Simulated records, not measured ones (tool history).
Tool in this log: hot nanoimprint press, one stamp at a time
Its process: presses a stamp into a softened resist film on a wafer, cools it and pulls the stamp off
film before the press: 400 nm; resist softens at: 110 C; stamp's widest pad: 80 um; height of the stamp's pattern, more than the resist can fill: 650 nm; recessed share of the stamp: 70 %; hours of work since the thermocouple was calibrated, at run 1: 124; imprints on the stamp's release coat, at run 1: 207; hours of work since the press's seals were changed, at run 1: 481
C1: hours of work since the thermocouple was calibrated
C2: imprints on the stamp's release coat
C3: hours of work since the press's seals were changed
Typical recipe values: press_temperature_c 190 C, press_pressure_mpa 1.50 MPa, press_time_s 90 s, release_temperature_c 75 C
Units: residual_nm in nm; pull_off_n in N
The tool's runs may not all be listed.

run 1 hour=0.0 | press_temperature_c=190 press_pressure_mpa=1.50 press_time_s=90 release_temperature_c=75 | C1=124 C2=207 C3=481 | residual_nm=203.3 pull_off_n=193
run 2 hour=50.9 | press_temperature_c=190 press_pressure_mpa=1.50 press_time_s=90 release_temperature_c=75 | C1=161 C2=438 C3=518 | residual_nm=204.6 pull_off_n=198
run 3 hour=84.6 | press_temperature_c=190 press_pressure_mpa=1.50 press_time_s=90 release_temperature_c=75 | C1=185 C2=591 C3=542 | residual_nm=206.6 pull_off_n=201
run 4 hour=129.7 | press_temperature_c=190 press_pressure_mpa=1.50 press_time_s=90 release_temperature_c=75 | C1=218 C2=796 C3=575 | residual_nm=204.6 pull_off_n=194
run 5 hour=185.4 | press_temperature_c=190 press_pressure_mpa=1.50 press_time_s=90 release_temperature_c=75 | C1=258 C2=1049 C3=615 | residual_nm=206.1 pull_off_n=195
run 6 hour=210.8 | press_temperature_c=190 press_pressure_mpa=1.16 press_time_s=90 release_temperature_c=75 | C1=277 C2=1165 C3=634 | residual_nm=230.1 pull_off_n=203
-- hour=240.3 press's hydraulic seals changed and the load cell set to zero
run 7 hour=260.3 | press_temperature_c=190 press_pressure_mpa=1.50 press_time_s=90 release_temperature_c=75 | C1=307 C2=1353 C3=15 | residual_nm=206.6 pull_off_n=193
run 8 hour=285.2 | press_temperature_c=190 press_pressure_mpa=1.50 press_time_s=90 release_temperature_c=75 | C1=325 C2=1467 C3=33 | residual_nm=205.4 pull_off_n=200
-- hour=315.5 stamp cleaned and given a new release coat
run 9 hour=318.4 | press_temperature_c=190 press_pressure_mpa=1.50 press_time_s=90 release_temperature_c=75 | C1=345 C2=13 C3=52 | residual_nm=206.0 pull_off_n=192
run 10 hour=372.7 | press_temperature_c=190 press_pressure_mpa=1.50 press_time_s=90 release_temperature_c=75 | C1=384 C2=260 C3=92 | residual_nm=206.9 pull_off_n=194
run 11 hour=421.2 | press_temperature_c=190 press_pressure_mpa=1.50 press_time_s=90 release_temperature_c=76 | C1=419 C2=480 C3=127 | residual_nm=207.0 pull_off_n=193
run 12 hour=455.6 | press_temperature_c=190 press_pressure_mpa=1.50 press_time_s=99 release_temperature_c=75 | C1=444 C2=637 C3=152 | residual_nm=200.9 pull_off_n=194
run 13 hour=493.8 | press_temperature_c=190 press_pressure_mpa=1.50 press_time_s=99 release_temperature_c=63 | C1=472 C2=810 C3=180 | residual_nm=200.2 pull_off_n=247
-- hour=518.5 plate thermocouple calibrated
run 14 hour=538.4 | press_temperature_c=190 press_pressure_mpa=1.50 press_time_s=99 release_temperature_c=63 | C1=14 C2=999 C3=210 | residual_nm=200.4 pull_off_n=260
run 15 hour=563.7 | press_temperature_c=190 press_pressure_mpa=1.50 press_time_s=112 release_temperature_c=66 | C1=33 C2=1114 C3=228 | residual_nm=191.9 pull_off_n=243
run 16 hour=616.1 | press_temperature_c=190 press_pressure_mpa=1.50 press_time_s=112 release_temperature_c=66 | C1=71 C2=1353 C3=266 | residual_nm=192.6 pull_off_n=242
run 17 hour=650.1 | press_temperature_c=201 press_pressure_mpa=2.07 press_time_s=90 release_temperature_c=78 | C1=95 C2=1507 C3=291 | residual_nm=129.8 pull_off_n=182
-- hour=674.5 stamp cleaned and given a new release coat
run 18 hour=709.9 | press_temperature_c=201 press_pressure_mpa=2.07 press_time_s=90 release_temperature_c=78 | C1=134 C2=161 C3=330 | residual_nm=129.3 pull_off_n=181
run 19 hour=749.7 | press_temperature_c=192 press_pressure_mpa=2.07 press_time_s=90 release_temperature_c=78 | C1=163 C2=342 C3=359 | residual_nm=171.2 pull_off_n=188
-- hour=768.7 gauge calibrated
run 20 hour=776.4 | press_temperature_c=192 press_pressure_mpa=2.07 press_time_s=90 release_temperature_c=78 | C1=183 C2=464 C3=378 | residual_nm=166.9 pull_off_n=176
run 21 hour=825.6 | press_temperature_c=192 press_pressure_mpa=2.07 press_time_s=90 release_temperature_c=78 | C1=218 C2=687 C3=414 | residual_nm=168.0 pull_off_n=184
run 22 hour=849.5 | press_temperature_c=195 press_pressure_mpa=1.06 press_time_s=137 release_temperature_c=60 | C1=236 C2=796 C3=431 | residual_nm=177.0 pull_off_n=276
run 23 hour=902.2 | press_temperature_c=198 press_pressure_mpa=1.78 press_time_s=90 release_temperature_c=74 | C1=274 C2=1035 C3=469 | residual_nm=149.7 pull_off_n=203
run 24 hour=941.8 | press_temperature_c=202 press_pressure_mpa=1.50 press_time_s=71 release_temperature_c=75 | C1=303 C2=1215 C3=498 | residual_nm=160.2 pull_off_n=201
run 25 hour=969.0 | press_temperature_c=183 press_pressure_mpa=2.03 press_time_s=99 release_temperature_c=62 | C1=323 C2=1339 C3=518 | residual_nm=217.3 pull_off_n=267
run 26 hour=1003.5 | press_temperature_c=184 press_pressure_mpa=0.92 press_time_s=90 release_temperature_c=79 | C1=348 C2=1496 C3=543 | residual_nm=287.2 pull_off_n=183
-- hour=1027.2 stamp cleaned and given a new release coat
run 27 hour=1037.6 | press_temperature_c=184 press_pressure_mpa=0.92 press_time_s=90 release_temperature_c=79 | C1=368 C2=48 C3=563 | residual_nm=287.5 pull_off_n=173
run 28 hour=1069.6 | press_temperature_c=190 press_pressure_mpa=1.07 press_time_s=173 release_temperature_c=81 | C1=391 C2=193 C3=586 | residual_nm=188.6 pull_off_n=165

3 ways to go on from here, each from the tool as it stands after run 28. What would each give?
run A hour=1102.6 | press_temperature_c=199 press_pressure_mpa=1.07 press_time_s=132 release_temperature_c=81 | C1=415 C2=343 C3=610 | residual_nm=? pull_off_n=?
run B hour=1102.6 | press_temperature_c=196 press_pressure_mpa=1.50 press_time_s=90 release_temperature_c=71 | C1=415 C2=343 C3=610 | residual_nm=? pull_off_n=?
run C hour=1102.6 | press_temperature_c=190 press_pressure_mpa=1.07 press_time_s=60 release_temperature_c=81 | C1=415 C2=343 C3=610 | residual_nm=? pull_off_n=?

run=A residual_nm=159.8 pull_off_n=168
run=B residual_nm=173.9 pull_off_n=215
run=C residual_nm=265.7 pull_off_n=164
The same runs, with their run-to-run variation unchanged, on a tool lacking any hidden condition would have given:
run=A residual_nm=157.9 pull_off_n=168
run=B residual_nm=171.8 pull_off_n=215
run=C residual_nm=262.6 pull_off_n=163
